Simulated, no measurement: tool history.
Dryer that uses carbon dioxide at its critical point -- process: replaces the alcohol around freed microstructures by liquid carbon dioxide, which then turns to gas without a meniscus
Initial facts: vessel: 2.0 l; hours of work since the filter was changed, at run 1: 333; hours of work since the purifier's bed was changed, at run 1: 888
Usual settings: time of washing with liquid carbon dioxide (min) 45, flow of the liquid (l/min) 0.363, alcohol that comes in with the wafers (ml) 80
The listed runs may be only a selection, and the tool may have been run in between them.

| run | hour | time of washing with liquid carbon dioxide (min) | flow of the liquid (l/min) | alcohol that comes in with the wafers (ml) | hours of work since the filter was changed | hours of work since the purifier's bed was changed | alcohol left in the vessel before it's heated (ppm by volume) |
|---|---|---|---|---|---|---|---|
| 1 | 0 | 45 | 0.363 | 80 | 333 | 888 | 282 |
| 2 | 44.1 | 45 | 0.363 | 80 | 361 | 916 | 309 |
| 3 | 75.3 | 45 | 0.363 | 80 | 381 | 936 | 313 |
| 4 | 101.7 | 45 | 0.363 | 80 | 398 | 952 | 319 |
| 5 | 131.2 | 45 | 0.363 | 80 | 417 | 971 | 321 |
| 6 | 169.6 | 45 | 0.363 | 80 | 441 | 995 | 328 |
| 7 | 211.2 | 45 | 0.363 | 80 | 467 | 1022 | 328 |
| 8 | 229.5 | 45 | 0.363 | 80 | 479 | 1033 | 337 |
| 9 | 261 | 29 | 0.363 | 80 | 499 | 1053 | 1338 |
| 10 | 283 | 45 | 0.363 | 80 | 513 | 1067 | 344 |
| 11 | 305.3 | 45 | 0.363 | 80 | 527 | 1081 | 344 |
| 12 | 342 | 45 | 0.363 | 80 | 550 | 1104 | 357 |
|  | 371.2 | inlet filter changed |
| 13 | 387 | 29 | 0.541 | 80 | 10 | 1132 | 327 |
|  | 402.6 | purifier's bed changed |
| 14 | 411 | 45 | 0.363 | 111 | 23 | 5 | 189 |
| 15 | 450.4 | 45 | 0.363 | 111 | 48 | 30 | 197 |

Run 16 comes next. What will it give?
| 16 | 479.2 | 45 | 0.363 | 111 | 67 | 49 | ? |

{"run 16": {"alcohol left in the vessel before it's heated (ppm by volume)": 202}}
Were there no unlogged condition in the tool, this run, its random variation unchanged, would have produced alcohol left in the vessel before it's heated (ppm by volume) 185.
